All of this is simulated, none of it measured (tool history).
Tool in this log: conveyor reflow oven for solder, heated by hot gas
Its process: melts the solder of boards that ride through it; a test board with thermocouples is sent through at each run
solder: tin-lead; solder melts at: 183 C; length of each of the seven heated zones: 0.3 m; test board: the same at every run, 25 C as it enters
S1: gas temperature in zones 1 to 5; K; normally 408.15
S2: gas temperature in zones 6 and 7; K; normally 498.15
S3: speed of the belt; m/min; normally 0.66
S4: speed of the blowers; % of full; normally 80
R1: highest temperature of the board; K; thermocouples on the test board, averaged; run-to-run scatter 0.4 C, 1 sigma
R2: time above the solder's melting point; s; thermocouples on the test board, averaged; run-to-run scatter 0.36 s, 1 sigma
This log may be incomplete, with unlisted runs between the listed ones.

| run | hour | S1 | S2 | S3 | S4 | R1 | R2 |
|---|---|---|---|---|---|---|---|
| 1 | 0 | 408.15 | 498.15 | 0.66 | 80 | 478.55 | 32.8 |
| 2 | 5 | 408.15 | 488.15 | 0.66 | 80 | 469.95 | 24.5 |
| 3 | 15.6 | 408.15 | 488.15 | 0.66 | 80 | 469.85 | 25.3 |
| 4 | 24.3 | 408.15 | 488.15 | 0.66 | 80 | 469.75 | 24.6 |
| 5 | 29.5 | 408.15 | 488.15 | 0.66 | 80 | 470.25 | 23.8 |
| 6 | 37.4 | 408.15 | 498.15 | 0.628 | 80 | 480.55 | 36 |
| 7 | 44.8 | 408.15 | 498.15 | 0.628 | 80 | 480.55 | 35.9 |
| 8 | 55.6 | 408.15 | 498.15 | 0.628 | 80 | 479.65 | 34.8 |
| 9 | 64.2 | 408.15 | 498.15 | 0.628 | 80 | 479.45 | 34.5 |
| 10 | 69.4 | 408.15 | 498.15 | 0.628 | 80 | 479.55 | 35.5 |
| 11 | 78.5 | 408.15 | 498.15 | 0.628 | 80 | 479.85 | 35.3 |
| 12 | 84.1 | 408.15 | 498.15 | 0.66 | 80 | 477.95 | 32.3 |
| 13 | 92.5 | 412.15 | 498.15 | 0.66 | 80 | 479.25 | 33.4 |
| 14 | 103.5 | 408.15 | 498.15 | 0.66 | 80 | 477.25 | 31.9 |
| 15 | 108.6 | 397.15 | 498.15 | 0.66 | 80 | 475.75 | 27.8 |
| 16 | 115 | 408.15 | 500.15 | 0.66 | 80 | 479.75 | 33 |
| 17 | 125.1 | 408.15 | 499.15 | 0.66 | 80 | 478.65 | 32.1 |
| 18 | 132.8 | 408.15 | 499.15 | 0.66 | 80 | 478.65 | 31.9 |
| 19 | 141.4 | 421.15 | 498.15 | 0.66 | 80 | 479.85 | 37.5 |
| 20 | 149.8 | 421.15 | 498.15 | 0.66 | 70 | 477.75 | 35.2 |
| 21 | 156.9 | 421.15 | 498.15 | 0.66 | 70 | 477.25 | 35.1 |
| 22 | 162.6 | 421.15 | 498.15 | 0.66 | 70 | 477.35 | 34.5 |
| 23 | 172.2 | 415.15 | 498.15 | 0.605 | 70 | 479.75 | 37.5 |
| 24 | 180.7 | 415.15 | 498.15 | 0.605 | 70 | 478.05 | 37.4 |
| 25 | 191.1 | 415.15 | 498.15 | 0.605 | 70 | 478.25 | 37.5 |
| 26 | 197.3 | 415.15 | 498.15 | 0.605 | 70 | 478.45 | 37.5 |
| 27 | 207.3 | 393.15 | 498.15 | 0.752 | 73 | 469.95 | 17 |
| 28 | 216.6 | 406.15 | 503.15 | 0.725 | 80 | 480.75 | 29.7 |
| 29 | 226.6 | 408.15 | 498.15 | 0.66 | 75 | 478.95 | 31.9 |
| 30 | 234.2 | 408.15 | 511.15 | 0.66 | 75 | 489.05 | 39.6 |
| 31 | 246 | 421.15 | 498.15 | 0.742 | 74 | 476.95 | 30 |

Missing from the log above: 1 entry noted between runs. For each, name the pair of listed runs it sits between and say how the tool's hidden condition differs from the listed run just before to the listed run just after:
Runs 26 to 27: thermocouples of zones 6 and 7 changed (hour 203.6)
  heat that the gas passes to the board, % of a clean oven's: 93.5 -> 93.3; belt's true speed, % of the reading: 98.67 -> 98.65; true gas temperature in zones 6 and 7 over the reading, C: -3.95 -> -0.06
  measured result minus the result with no hidden state, R1: -4.5 -> -1.9 K; R2: -3.3 -> -1.7 s
